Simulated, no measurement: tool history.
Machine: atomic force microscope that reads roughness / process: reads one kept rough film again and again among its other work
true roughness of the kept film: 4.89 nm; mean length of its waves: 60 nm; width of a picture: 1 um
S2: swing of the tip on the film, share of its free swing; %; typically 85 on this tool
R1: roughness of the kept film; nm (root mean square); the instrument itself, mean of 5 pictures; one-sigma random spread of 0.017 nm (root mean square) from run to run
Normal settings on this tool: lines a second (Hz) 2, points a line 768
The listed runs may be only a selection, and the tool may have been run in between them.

{"run": 1, "hour": 0.0, "lines a second (Hz)": 2, "S2": 85, "points a line": 768, "R1": 4.17}
{"run": 2, "hour": 12.6, "lines a second (Hz)": 2, "S2": 85, "points a line": 768, "R1": 4.13}
{"run": 3, "hour": 21.6, "lines a second (Hz)": 2, "S2": 55, "points a line": 768, "R1": 4.65}
{"run": 4, "hour": 32.4, "lines a second (Hz)": 2, "S2": 85, "points a line": 725, "R1": 4.141}
{"run": 5, "hour": 40.0, "lines a second (Hz)": 2, "S2": 64, "points a line": 768, "R1": 4.521}
{"run": 6, "hour": 51.4, "lines a second (Hz)": 2, "S2": 64, "points a line": 768, "R1": 4.53}
{"run": 7, "hour": 64.9, "lines a second (Hz)": 2, "S2": 85, "points a line": 768, "R1": 4.112}
{"run": 8, "hour": 74.6, "lines a second (Hz)": 2, "S2": 85, "points a line": 768, "R1": 4.118}
{"run": 9, "hour": 89.1, "lines a second (Hz)": 2, "S2": 85, "points a line": 306, "R1": 4.138}
{"run": 10, "hour": 105.0, "lines a second (Hz)": 2, "S2": 85, "points a line": 306, "R1": 4.118}
{"run": 11, "hour": 117.1, "lines a second (Hz)": 2, "S2": 85, "points a line": 306, "R1": 4.144}
{"run": 12, "hour": 124.9, "lines a second (Hz)": 2, "S2": 85, "points a line": 306, "R1": 4.093}
{"run": 13, "hour": 135.0, "lines a second (Hz)": 2, "S2": 85, "points a line": 306, "R1": 4.105}
{"run": 14, "hour": 152.4, "lines a second (Hz)": 2, "S2": 85, "points a line": 306, "R1": 4.118}
{"run": 15, "hour": 162.6, "lines a second (Hz)": 0.62, "S2": 71, "points a line": 596, "R1": 4.666}
{"run": 16, "hour": 177.6, "lines a second (Hz)": 1.7, "S2": 63, "points a line": 768, "R1": 4.588}
{"hour": 189.0, "done": "new tip fitted"}
{"run": 17, "hour": 194.7, "lines a second (Hz)": 1.7, "S2": 63, "points a line": 768, "R1": 4.586}

Estimate the outcome of run 18 from the log above:
{"run": 18, "hour": 206.9, "lines a second (Hz)": 1.7, "S2": 63, "points a line": 768, "R1": "?"}

Run 18 came out at R1 4.588 nm (root mean square).
With the hidden condition absent and the run-to-run variation left alone, this run would have shown R1 4.589 nm (root mean square).

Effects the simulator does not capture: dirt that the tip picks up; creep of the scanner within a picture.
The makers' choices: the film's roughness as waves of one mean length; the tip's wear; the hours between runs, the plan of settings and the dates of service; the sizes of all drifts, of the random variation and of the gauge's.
